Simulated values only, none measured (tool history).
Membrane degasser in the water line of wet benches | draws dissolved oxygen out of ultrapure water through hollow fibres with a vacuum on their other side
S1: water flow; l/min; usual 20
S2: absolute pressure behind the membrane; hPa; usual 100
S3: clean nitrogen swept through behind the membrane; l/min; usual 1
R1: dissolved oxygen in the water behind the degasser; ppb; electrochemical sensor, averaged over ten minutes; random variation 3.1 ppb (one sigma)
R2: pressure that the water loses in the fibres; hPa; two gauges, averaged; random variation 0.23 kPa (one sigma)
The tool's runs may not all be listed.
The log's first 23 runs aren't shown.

run	hour	S1	S2	S3	R1	R2
24	1471	20	66	0.78	214.7	587.3
25	1564.6	18	81	0.78	269.9	534.4
26	1633.6	16	151	1.06	417.8	469.1
27	1707.8	16	68	0.89	162.2	473.8
28	1773.2	16	80	2.77	82.9	473
29	1832.3	16	131	2.54	160.9	476.5
30	1893.2	26	181	2.16	458	774.9
31	1988.5	26	181	2.16	457.6	773

Forecast each of these 4 alternatives for the next run:
A	2064.2	14	75	0.94	?	?
B	2064.2	26	164	1.76	?	?
C	2064.2	22	181	2.63	?	?
D	2064.2	18	181	1.27	?	?

run	R1	R2
A	155.3	417.4
B	481.2	773.2
C	329	652
D	486.4	534
Without the tool's hidden state the same runs would have given:
run	R1	R2
A	146.3	399
B	463.5	739.2
C	315.7	623.3
D	472.6	510.6

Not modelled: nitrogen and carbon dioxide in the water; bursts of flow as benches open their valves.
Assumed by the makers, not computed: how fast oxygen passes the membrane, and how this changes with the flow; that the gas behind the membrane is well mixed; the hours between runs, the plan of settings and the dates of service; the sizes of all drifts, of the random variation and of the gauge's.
